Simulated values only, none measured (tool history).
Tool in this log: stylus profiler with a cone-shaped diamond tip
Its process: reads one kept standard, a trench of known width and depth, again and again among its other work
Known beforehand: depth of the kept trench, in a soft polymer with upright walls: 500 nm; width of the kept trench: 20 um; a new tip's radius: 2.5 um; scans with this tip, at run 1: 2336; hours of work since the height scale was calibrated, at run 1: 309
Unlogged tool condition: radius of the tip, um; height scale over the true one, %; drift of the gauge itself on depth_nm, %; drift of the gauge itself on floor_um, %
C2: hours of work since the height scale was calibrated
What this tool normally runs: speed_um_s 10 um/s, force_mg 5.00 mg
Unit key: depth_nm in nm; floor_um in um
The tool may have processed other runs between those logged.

{"run": 1, "hour": 0.0, "speed_um_s": 10, "force_mg": 5.0, "scans with this tip": 2336, "C2": 309, "depth_nm": 507.9, "floor_um": 16.64}
{"run": 2, "hour": 72.3, "speed_um_s": 10, "force_mg": 13.43, "scans with this tip": 2678, "C2": 354, "depth_nm": 514.72, "floor_um": 16.52}
{"run": 3, "hour": 103.8, "speed_um_s": 10, "force_mg": 13.43, "scans with this tip": 2827, "C2": 374, "depth_nm": 514.98, "floor_um": 16.52}
{"run": 4, "hour": 147.8, "speed_um_s": 10, "force_mg": 13.43, "scans with this tip": 3036, "C2": 401, "depth_nm": 514.71, "floor_um": 16.4}
{"run": 5, "hour": 188.2, "speed_um_s": 10, "force_mg": 13.43, "scans with this tip": 3227, "C2": 427, "depth_nm": 515.01, "floor_um": 16.47}
{"run": 6, "hour": 251.5, "speed_um_s": 10, "force_mg": 2.8, "scans with this tip": 3526, "C2": 466, "depth_nm": 505.49, "floor_um": 16.37}
{"run": 7, "hour": 315.5, "speed_um_s": 10, "force_mg": 5.0, "scans with this tip": 3829, "C2": 506, "depth_nm": 508.14, "floor_um": 16.33}
{"run": 8, "hour": 372.6, "speed_um_s": 10, "force_mg": 5.0, "scans with this tip": 4099, "C2": 542, "depth_nm": 508.3, "floor_um": 16.28}
{"run": 9, "hour": 411.2, "speed_um_s": 10, "force_mg": 5.0, "scans with this tip": 4282, "C2": 566, "depth_nm": 508.3, "floor_um": 16.23}
{"run": 10, "hour": 482.2, "speed_um_s": 10, "force_mg": 5.0, "scans with this tip": 4618, "C2": 611, "depth_nm": 508.16, "floor_um": 16.17}
{"run": 11, "hour": 554.6, "speed_um_s": 7, "force_mg": 8.57, "scans with this tip": 4960, "C2": 656, "depth_nm": 511.88, "floor_um": 16.16}
{"run": 12, "hour": 601.6, "speed_um_s": 10, "force_mg": 4.27, "scans with this tip": 5183, "C2": 686, "depth_nm": 507.94, "floor_um": 16.11}
{"run": 13, "hour": 668.7, "speed_um_s": 10, "force_mg": 4.27, "scans with this tip": 5501, "C2": 727, "depth_nm": 507.66, "floor_um": 16.11}
{"hour": 673.2, "done": "height scale calibrated on a step standard"}
{"run": 14, "hour": 739.7, "speed_um_s": 10, "force_mg": 4.27, "scans with this tip": 5834, "C2": 42, "depth_nm": 508.47, "floor_um": 16.04}
{"run": 15, "hour": 776.8, "speed_um_s": 16, "force_mg": 3.46, "scans with this tip": 6010, "C2": 65, "depth_nm": 507.51, "floor_um": 16.04}
{"run": 16, "hour": 825.1, "speed_um_s": 10, "force_mg": 4.43, "scans with this tip": 6238, "C2": 95, "depth_nm": 508.67, "floor_um": 15.9}
{"run": 17, "hour": 891.0, "speed_um_s": 34, "force_mg": 4.45, "scans with this tip": 6550, "C2": 136, "depth_nm": 508.61, "floor_um": 15.88}
{"run": 18, "hour": 953.0, "speed_um_s": 3, "force_mg": 3.69, "scans with this tip": 6843, "C2": 175, "depth_nm": 508.01, "floor_um": 15.95}
{"run": 19, "hour": 1022.0, "speed_um_s": 7, "force_mg": 4.94, "scans with this tip": 7170, "C2": 218, "depth_nm": 509.56, "floor_um": 15.83}

A few steps of depth_nm between consecutive runs. Split each: what settings, incoming material and random variation would produce without the hidden state, and what is left over for the hidden state, along with gauge scatter present in only one of the two compared results (measured, and without hidden state):
Run 5 -> 6: force_mg 13.43 -> 2.80. depth_nm -9.52 nm: hidden state +0.04, all else -9.56.
Run 13 -> 14: height scale calibrated on a step standard. depth_nm +0.81 nm: hidden state +0.46, all else +0.35.
